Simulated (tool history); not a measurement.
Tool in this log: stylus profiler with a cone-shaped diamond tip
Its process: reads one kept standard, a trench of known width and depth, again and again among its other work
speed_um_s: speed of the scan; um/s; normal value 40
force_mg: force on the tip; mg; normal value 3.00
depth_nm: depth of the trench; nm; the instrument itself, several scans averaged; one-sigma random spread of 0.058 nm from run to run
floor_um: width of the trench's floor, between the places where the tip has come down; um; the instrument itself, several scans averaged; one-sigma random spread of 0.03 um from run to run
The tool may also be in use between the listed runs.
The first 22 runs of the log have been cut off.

run   hour  speed_um_s  force_mg  depth_nm  floor_um
 23  384.6         151      1.49    202.22     27.40
 24  397.3         114      3.52    203.90     27.78
 25  421.4         114      3.52    204.02     27.69
 26  443.0          75      1.46    202.28     27.65
 27  464.5          71      2.81    203.38     27.78
 28  484.4         120      3.29    203.68     27.61
 29  498.7          16      1.52    202.36     27.86
 30  514.7          16      1.52    202.32     27.93
 31  525.1          23      1.43    202.23     27.87
 32  548.5          15      3.00    203.66     27.87
 33  566.4          12      4.95    204.91     27.88
 34  590.2          24      1.80    202.61     27.88

The next listed run, before its measurement:
 35  604.0         101      3.07         ?         ?

{"run 35": {"depth_nm": 203.63, "floor_um": 27.66}}
Had the tool carried no hidden state, the very same run would have given depth_nm 203.46 nm, floor_um 27.99 um.
